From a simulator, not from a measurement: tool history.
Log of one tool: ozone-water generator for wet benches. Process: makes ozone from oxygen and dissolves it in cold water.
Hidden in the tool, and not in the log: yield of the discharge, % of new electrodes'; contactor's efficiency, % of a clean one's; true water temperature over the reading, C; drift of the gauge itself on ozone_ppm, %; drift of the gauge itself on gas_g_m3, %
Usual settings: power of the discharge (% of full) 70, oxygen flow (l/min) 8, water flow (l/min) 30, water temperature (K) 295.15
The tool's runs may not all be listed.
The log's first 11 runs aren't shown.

run	hour	power of the discharge (% of full)	oxygen flow (l/min)	water flow (l/min)	water temperature (K)	hours of work since the electrodes were changed	hours of work since the contactor was cleaned	hours of work since the thermometer was calibrated	dissolved ozone (ppm)	ozone in the gas ahead of the water (g/m3)
12	322.2	64	8	30	295.15	823	1927	1963	28.2	259.9
# hour 324.5: water thermometer calibrated
13	354.3	64	8	30	295.15	846	1949	22	28.1	258.5
14	385.6	70	8	30	295.15	869	1972	44	30	275.2
15	412.4	70	8	30	295.15	888	1992	64	29.8	273.7
16	439.6	70	8	30	295.15	908	2011	84	29.9	273.1
17	465.4	70	8	30	295.15	927	2030	103	29.8	276
18	500.8	51	6.73	18	290.15	953	2056	128	37.9	241.8
19	534.2	99	5.59	30	295.15	977	2080	153	38.6	435.6
# hour 547.7: water thermometer calibrated, once more
20	573.8	99	5.59	30	295.15	1005	2109	19	38.9	431.7
21	604.2	44	5.15	20	296.15	1028	2131	41	29.5	255.2
22	643.3	82	8	30	291.15	1056	2159	70	35.2	308.4
23	672.7	82	6.07	30	294.15	1077	2181	91	34.5	361.2
24	697.6	91	8	30	295.15	1096	2199	109	36	329.6
25	728.1	70	8	32	295.15	1118	2221	131	28.2	273.7
26	764.6	70	12.9	32	295.15	1144	2248	158	27.2	208.4
27	795.7	70	9.65	32	295.15	1167	2270	180	28.3	244.5
28	825.4	54	9.65	36	298.15	1188	2292	202	20.5	205.1
29	861.9	67	13.59	38	302.15	1215	2318	229	20.3	196.9
30	884.7	48	11.84	46	302.15	1232	2335	245	14.3	168.1
31	906.9	48	11.84	46	302.15	1248	2351	261	14.2	169
32	941.6	48	11.84	46	302.15	1273	2376	286	14.1	167.9

4 ways to go on from here, each from the tool as it stands after run 32. What would each give?
A	962.1	47	10.87	30	301.15	1288	2391	301	?	?
B	962.1	52	11.84	46	302.15	1288	2391	301	?	?
C	962.1	45	8	30	294.15	1288	2391	301	?	?
D	962.1	88	11.84	46	302.15	1288	2391	301	?	?

run	dissolved ozone (ppm)	ozone in the gas ahead of the water (g/m3)
A	19.6	174.4
B	15	176.8
C	22.5	199.5
D	22	259.8
Without the tool's hidden state the same runs would have given:
run	dissolved ozone (ppm)	ozone in the gas ahead of the water (g/m3)
A	20.2	175.5
B	15.5	178.1
C	23.1	200.8
D	22.9	262.7
